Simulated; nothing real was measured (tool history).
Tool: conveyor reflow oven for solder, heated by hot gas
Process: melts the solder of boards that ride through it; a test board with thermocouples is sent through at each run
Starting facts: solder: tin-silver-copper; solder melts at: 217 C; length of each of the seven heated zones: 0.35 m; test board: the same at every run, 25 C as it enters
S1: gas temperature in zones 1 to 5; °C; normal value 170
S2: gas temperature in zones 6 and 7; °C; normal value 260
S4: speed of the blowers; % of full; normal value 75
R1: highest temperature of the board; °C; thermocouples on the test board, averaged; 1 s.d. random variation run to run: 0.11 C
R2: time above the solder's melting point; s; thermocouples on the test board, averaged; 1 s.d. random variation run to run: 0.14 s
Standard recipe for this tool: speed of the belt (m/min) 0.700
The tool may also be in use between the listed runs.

{"run": 1, "hour": 0.0, "S1": 170, "S2": 260, "speed of the belt (m/min)": 0.7, "S4": 75, "R1": 243.5, "R2": 38.0}
{"run": 2, "hour": 70.3, "S1": 170, "S2": 260, "speed of the belt (m/min)": 0.674, "S4": 75, "R1": 244.6, "R2": 40.5}
{"run": 3, "hour": 124.3, "S1": 177, "S2": 260, "speed of the belt (m/min)": 0.7, "S4": 75, "R1": 244.6, "R2": 41.0}
{"run": 4, "hour": 198.0, "S1": 177, "S2": 260, "speed of the belt (m/min)": 0.7, "S4": 75, "R1": 244.6, "R2": 41.0}
{"hour": 209.3, "done": "flux residue cleaned out of gas plates and filters"}
{"run": 5, "hour": 259.0, "S1": 177, "S2": 262, "speed of the belt (m/min)": 0.7, "S4": 75, "R1": 245.6, "R2": 41.7}
{"run": 6, "hour": 322.4, "S1": 177, "S2": 262, "speed of the belt (m/min)": 0.7, "S4": 75, "R1": 245.6, "R2": 41.6}
{"run": 7, "hour": 377.5, "S1": 177, "S2": 262, "speed of the belt (m/min)": 0.7, "S4": 75, "R1": 245.5, "R2": 41.5}
{"hour": 403.0, "done": "flux residue cleaned out of gas plates and filters, once more"}
{"run": 8, "hour": 433.2, "S1": 177, "S2": 262, "speed of the belt (m/min)": 0.7, "S4": 58, "R1": 242.6, "R2": 39.0}
{"run": 9, "hour": 497.0, "S1": 170, "S2": 267, "speed of the belt (m/min)": 0.7, "S4": 75, "R1": 250.0, "R2": 42.7}
{"hour": 537.7, "done": "thermocouples of zones 6 and 7 changed"}
{"run": 10, "hour": 576.2, "S1": 170, "S2": 267, "speed of the belt (m/min)": 0.795, "S4": 76, "R1": 243.7, "R2": 33.2}
{"hour": 625.5, "done": "belt drive overhauled, speed set with a stopwatch"}
{"run": 11, "hour": 655.7, "S1": 171, "S2": 250, "speed of the belt (m/min)": 0.707, "S4": 75, "R1": 233.2, "R2": 28.0}
{"run": 12, "hour": 719.5, "S1": 170, "S2": 256, "speed of the belt (m/min)": 0.649, "S4": 75, "R1": 240.2, "R2": 38.4}
{"hour": 733.5, "done": "flux residue cleaned out of gas plates and filters"}
{"run": 13, "hour": 781.2, "S1": 178, "S2": 258, "speed of the belt (m/min)": 0.831, "S4": 87, "R1": 238.7, "R2": 29.8}

Branching from run 13: 3 alternative next runs. What would each branch give?
{"run": "A", "hour": 851.9, "S1": 164, "S2": 258, "speed of the belt (m/min)": 0.749, "S4": 87, "R1": "?", "R2": "?"}
{"run": "B", "hour": 851.9, "S1": 178, "S2": 254, "speed of the belt (m/min)": 0.618, "S4": 52, "R1": "?", "R2": "?"}
{"run": "C", "hour": 851.9, "S1": 170, "S2": 263, "speed of the belt (m/min)": 0.7, "S4": 67, "R1": "?", "R2": "?"}

run=A R1=239.3 R2=30.3
run=B R1=236.6 R2=38.5
run=C R1=242.3 R2=36.0
Without the tool's hidden state the same runs would have given:
run=A R1=239.8 R2=30.9
run=B R1=236.9 R2=38.9
run=C R1=242.7 R2=36.5
